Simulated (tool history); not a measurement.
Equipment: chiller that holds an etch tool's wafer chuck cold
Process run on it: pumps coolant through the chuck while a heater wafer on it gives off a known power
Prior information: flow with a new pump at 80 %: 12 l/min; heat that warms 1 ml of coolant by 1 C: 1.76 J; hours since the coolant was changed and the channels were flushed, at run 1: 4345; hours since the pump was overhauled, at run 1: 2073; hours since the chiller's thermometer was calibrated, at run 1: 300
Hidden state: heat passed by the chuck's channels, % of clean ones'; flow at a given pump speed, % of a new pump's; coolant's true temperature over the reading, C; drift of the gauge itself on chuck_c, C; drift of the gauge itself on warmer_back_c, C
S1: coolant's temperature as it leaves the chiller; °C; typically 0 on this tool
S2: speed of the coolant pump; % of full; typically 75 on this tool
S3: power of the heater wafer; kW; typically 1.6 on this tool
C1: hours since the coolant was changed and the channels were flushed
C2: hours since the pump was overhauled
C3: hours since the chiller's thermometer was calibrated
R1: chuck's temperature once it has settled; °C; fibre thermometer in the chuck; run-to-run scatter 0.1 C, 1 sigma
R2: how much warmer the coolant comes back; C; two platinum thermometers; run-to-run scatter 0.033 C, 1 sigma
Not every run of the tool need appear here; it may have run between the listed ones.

run 1 hour=0 | S1=0 S2=75 S3=1.6 | C1=4345 C2=2073 C3=300 | R1=10.2 R2=4.83
run 2 hour=43.4 | S1=5 S2=75 S3=1.6 | C1=4389 C2=2117 C3=343 | R1=15.4 R2=4.81
run 3 hour=89.8 | S1=0 S2=75 S3=1.6 | C1=4435 C2=2163 C3=390 | R1=10.2 R2=4.82
run 4 hour=153 | S1=0 S2=75 S3=1.6 | C1=4498 C2=2226 C3=453 | R1=10.3 R2=4.82
run 5 hour=218.2 | S1=0 S2=75 S3=1.979 | C1=4564 C2=2291 C3=518 | R1=12.8 R2=6
run 6 hour=251.3 | S1=0 S2=75 S3=1.979 | C1=4597 C2=2324 C3=551 | R1=12.7 R2=5.93
run 7 hour=289.8 | S1=0 S2=85 S3=1.979 | C1=4635 C2=2363 C3=590 | R1=11.6 R2=5.23
run 8 hour=329 | S1=9 S2=75 S3=1.6 | C1=4674 C2=2402 C3=629 | R1=19.4 R2=4.77
run 9 hour=362.9 | S1=0 S2=75 S3=1.6 | C1=4708 C2=2436 C3=663 | R1=10.4 R2=4.74
run 10 hour=398 | S1=0 S2=75 S3=1.6 | C1=4743 C2=2471 C3=698 | R1=10.3 R2=4.76
run 11 hour=444 | S1=9 S2=75 S3=1.6 | C1=4789 C2=2517 C3=744 | R1=19.4 R2=4.75
run 12 hour=506.4 | S1=9 S2=75 S3=1.6 | C1=4852 C2=2580 C3=806 | R1=19.3 R2=4.81
run 13 hour=550.5 | S1=-7 S2=75 S3=1.6 | C1=4896 C2=2624 C3=850 | R1=3.4 R2=4.71
run 14 hour=612.7 | S1=0 S2=75 S3=2.399 | C1=4958 C2=2686 C3=913 | R1=15.5 R2=7.13
run 15 hour=651.1 | S1=0 S2=75 S3=2.399 | C1=4997 C2=2724 C3=951 | R1=15.4 R2=7.1
run 16 hour=686 | S1=0 S2=75 S3=1.6 | C1=5031 C2=2759 C3=986 | R1=10.2 R2=4.67
run 17 hour=723.3 | S1=6 S2=75 S3=1.127 | C1=5069 C2=2796 C3=1023 | R1=13.5 R2=3.31
run 18 hour=768.2 | S1=2 S2=69 S3=2.274 | C1=5114 C2=2841 C3=1068 | R1=17.5 R2=7.32
run 19 hour=809.9 | S1=2 S2=69 S3=2.274 | C1=5155 C2=2883 C3=1110 | R1=17.7 R2=7.29
run 20 hour=859.8 | S1=-3 S2=63 S3=1.218 | C1=5205 C2=2933 C3=1160 | R1=5.9 R2=4.2
run 21 hour=914.1 | S1=-3 S2=63 S3=1.427 | C1=5260 C2=2987 C3=1214 | R1=7.5 R2=4.91
run 22 hour=975.5 | S1=7 S2=67 S3=1.253 | C1=5321 C2=3049 C3=1275 | R1=15.7 R2=4
run 23 hour=1003.2 | S1=7 S2=67 S3=1.253 | C1=5349 C2=3076 C3=1303 | R1=15.8 R2=4.03
run 24 hour=1042.2 | S1=-2 S2=90 S3=0.859 | C1=5388 C2=3115 C3=1342 | R1=3.1 R2=1.97
run 25 hour=1101.8 | S1=-2 S2=90 S3=1.429 | C1=5447 C2=3175 C3=1402 | R1=6.1 R2=3.38
run 26 hour=1163.9 | S1=-2 S2=95 S3=2.259 | C1=5509 C2=3237 C3=1464 | R1=10.3 R2=5.24
run 27 hour=1202.4 | S1=-4 S2=75 S3=1.6 | C1=5548 C2=3275 C3=1502 | R1=6.5 R2=4.57
run 28 hour=1254.7 | S1=-4 S2=71 S3=1.729 | C1=5600 C2=3328 C3=1555 | R1=7.6 R2=5.31
run 29 hour=1317.6 | S1=0 S2=75 S3=1.434 | C1=5663 C2=3391 C3=1617 | R1=9.3 R2=4.08
run 30 hour=1351.3 | S1=1 S2=63 S3=1.302 | C1=5697 C2=3424 C3=1651 | R1=10.7 R2=4.38
run 31 hour=1386 | S1=-6 S2=70 S3=1.302 | C1=5731 C2=3459 C3=1686 | R1=2.7 R2=3.89

Some steps in R2 between neighbouring runs. How much of each would the tool show without its hidden state too (settings, what came in, random variation), and how much is left for the hidden state, with any gauge scatter that isn't in both results?
Run 2 -> 3: S1 5 -> 0. R2 +0.01 C: hidden state -0.02, all else +0.03.
Run 15 -> 16: S3 2.399 -> 1.6. R2 -2.43 C: hidden state -0.01, all else -2.42.
Run 17 -> 18: S1 6 -> 2, S2 75 -> 69, S3 1.127 -> 2.274. R2 +4.01 C: hidden state -0.01, all else +4.02.
Run 19 -> 20: S1 2 -> -3, S2 69 -> 63, S3 2.274 -> 1.218. R2 -3.09 C: hidden state +0, all else -3.09.
Run 20 -> 21: S3 1.218 -> 1.427. R2 +0.71 C: hidden state -0.02, all else +0.73.
Run 24 -> 25: S3 0.859 -> 1.429. R2 +1.41 C: hidden state -0.02, all else +1.43.
